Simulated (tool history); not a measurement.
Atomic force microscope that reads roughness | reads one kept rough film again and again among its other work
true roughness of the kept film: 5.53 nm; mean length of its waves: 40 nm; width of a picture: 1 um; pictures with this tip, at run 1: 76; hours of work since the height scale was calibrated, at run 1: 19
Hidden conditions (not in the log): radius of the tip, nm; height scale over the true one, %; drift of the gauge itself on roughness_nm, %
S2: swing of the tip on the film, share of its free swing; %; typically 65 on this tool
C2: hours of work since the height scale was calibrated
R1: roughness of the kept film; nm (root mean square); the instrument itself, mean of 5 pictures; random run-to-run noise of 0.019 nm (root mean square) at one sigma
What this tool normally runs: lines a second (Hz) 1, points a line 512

Run 1, hour 0: usual settings; pictures with this tip 76; C2 19. Result: R1 4.466 nm (root mean square).
Run 2, hour 7.7: usual settings; pictures with this tip 86; C2 22. Result: R1 4.417 nm (root mean square).
Run 3, hour 12.6: usual settings but lines a second (Hz) 0.88; pictures with this tip 92; C2 24. Result: R1 4.436 nm (root mean square).
Run 4, hour 23.4: usual settings but lines a second (Hz) 0.88; pictures with this tip 106; C2 28. Result: R1 4.39 nm (root mean square).
Run 5, hour 31.3: usual settings but lines a second (Hz) 0.88; pictures with this tip 115; C2 31. Result: R1 4.357 nm (root mean square).
Run 6, hour 38.9: usual settings; pictures with this tip 125; C2 34. Result: R1 4.301 nm (root mean square).
Run 7, hour 45.9: usual settings but points a line 540; pictures with this tip 134; C2 37. Result: R1 4.286 nm (root mean square).
Run 8, hour 51.7: usual settings but points a line 338; pictures with this tip 141; C2 40. Result: R1 4.253 nm (root mean square).
Run 9, hour 56.9: usual settings but points a line 338; pictures with this tip 148; C2 42. Result: R1 4.26 nm (root mean square).
Run 10, hour 66.7: usual settings but points a line 338; pictures with this tip 160; C2 46. Result: R1 4.202 nm (root mean square).
Run 11, hour 74.3: usual settings but lines a second (Hz) 2.63; pictures with this tip 170; C2 49. Result: R1 4.008 nm (root mean square).
Run 12, hour 82.7: usual settings but lines a second (Hz) 2.63; pictures with this tip 180; C2 52. Result: R1 3.959 nm (root mean square).
Run 13, hour 88.2: usual settings but lines a second (Hz) 1.14; pictures with this tip 187; C2 55. Result: R1 4.152 nm (root mean square).
Run 14, hour 93.8: usual settings; pictures with this tip 194; C2 57. Result: R1 4.139 nm (root mean square).
Run 15, hour 102.4: usual settings but lines a second (Hz) 0.62; pictures with this tip 205; C2 60. Result: R1 4.132 nm (root mean square).
Run 16, hour 106.8: usual settings but lines a second (Hz) 0.62; pictures with this tip 210; C2 62. Result: R1 4.093 nm (root mean square).
Run 17, hour 113.9: usual settings but S2 84 %, points a line 456; pictures with this tip 219; C2 65. Result: R1 3.839 nm (root mean square).
Run 18, hour 124.3: usual settings but S2 84 %, points a line 456; pictures with this tip 232; C2 69. Result: R1 3.803 nm (root mean square).
Run 19, hour 133.8: usual settings but points a line 385; pictures with this tip 244; C2 73. Result: R1 4.013 nm (root mean square).
Run 20, hour 138.2: usual settings but points a line 385; pictures with this tip 250; C2 75. Result: R1 3.964 nm (root mean square).
Run 21, hour 142.9: usual settings but lines a second (Hz) 0.99, points a line 539; pictures with this tip 256; C2 77. Result: R1 3.979 nm (root mean square).
Run 22, hour 149: usual settings but lines a second (Hz) 0.99, points a line 539; pictures with this tip 263; C2 79. Result: R1 3.966 nm (root mean square).
Run 23, hour 158.3: usual settings but lines a second (Hz) 0.99, points a line 539; pictures with this tip 275; C2 83. Result: R1 3.908 nm (root mean square).
Run 24, hour 163.3: usual settings but lines a second (Hz) 1.83, S2 61 %, points a line 630; pictures with this tip 281; C2 85. Result: R1 3.862 nm (root mean square).
Run 25, hour 171: usual settings but lines a second (Hz) 1.94, S2 61 %, points a line 630; pictures with this tip 291; C2 88. Result: R1 3.804 nm (root mean square).
Run 26, hour 178.6: usual settings but lines a second (Hz) 3.01; pictures with this tip 301; C2 91. Result: R1 3.62 nm (root mean square).
Run 27, hour 189.1: usual settings but lines a second (Hz) 3.01; pictures with this tip 314; C2 96. Result: R1 3.603 nm (root mean square).
Run 28, hour 198.7: usual settings but lines a second (Hz) 2.46, points a line 374; pictures with this tip 326; C2 99. Result: R1 3.634 nm (root mean square).
Run 29, hour 205.7: usual settings but lines a second (Hz) 2.46, points a line 374; pictures with this tip 335; C2 102. Result: R1 3.601 nm (root mean square).
Run 30, hour 210.1: usual settings but S2 82 %; pictures with this tip 340; C2 104. Result: R1 3.589 nm (root mean square).
Run 31, hour 220.9: usual settings but S2 82 %; pictures with this tip 354; C2 108. Result: R1 3.57 nm (root mean square).
At hour 222.2: new tip fitted.
Run 32, hour 229.8: usual settings but lines a second (Hz) 1.02, S2 72 %, points a line 420; pictures with this tip 9; C2 112. Result: R1 4.557 nm (root mean square).

Alternative continuations, all from the tool just after run 32; predict every row:
Run A, hour 238.4: usual settings but lines a second (Hz) 0.75; pictures with this tip 20; C2 115. Result: R1 ?.
Run B, hour 238.4: usual settings but lines a second (Hz) 0.92, S2 71 %, points a line 717; pictures with this tip 20; C2 115. Result: R1 ?.
Run C, hour 238.4: usual settings but lines a second (Hz) 0.83; pictures with this tip 20; C2 115. Result: R1 ?.
Run D, hour 238.4: usual settings but lines a second (Hz) 0.65, S2 72 %, points a line 420; pictures with this tip 20; C2 115. Result: R1 ?.
Run E, hour 238.4: usual settings but lines a second (Hz) 1.79, S2 67 %, points a line 639; pictures with this tip 20; C2 115. Result: R1 ?.

run     R1
  A  4.656
  B   4.57
  C  4.642
  D  4.635
  E  4.488
The same runs, with their run-to-run variation unchanged, on a tool lacking any hidden condition would have given:
run     R1
  A  4.745
  B  4.657
  C   4.73
  D  4.724
  E  4.573
